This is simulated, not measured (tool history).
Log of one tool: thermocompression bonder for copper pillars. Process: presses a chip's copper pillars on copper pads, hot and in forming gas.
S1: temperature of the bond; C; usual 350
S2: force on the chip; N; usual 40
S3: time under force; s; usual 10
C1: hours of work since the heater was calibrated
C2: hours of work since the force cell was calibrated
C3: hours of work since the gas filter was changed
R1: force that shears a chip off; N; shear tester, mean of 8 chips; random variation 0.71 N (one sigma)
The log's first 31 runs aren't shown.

run,day,S1,S2,S3,C1,C2,C3,R1
32,28.754,354,30,15,124,905,187,80.8
33,29.375,350,35,26,133,913,195,101.9
34,30.354,357,40,10,146,926,208,91.4
35,31.183,357,40,10,157,937,219,90.9
36,32.067,350,53,23,169,949,231,121.1
37,32.758,347,29,6,178,958,240,53.8
38,33.500,352,30,7,188,968,250,61.6
39,34.692,352,30,7,204,984,266,62.6
40,35.517,352,30,7,215,996,277,61.2

4 ways to go on from here, each from the tool as it stands after run 40. What would each give?
A,36.108,352,24,17,223,1003,285,?
B,36.108,340,30,27,223,1003,285,?
C,36.108,341,47,9,223,1003,285,?
D,36.108,350,39,10,223,1003,285,?

run,R1
A,69.8
B,87.1
C,87.0
D,84.1
Without the tool's hidden state the same runs would have given:
run,R1
A,69.9
B,87.3
C,87.2
D,84.3
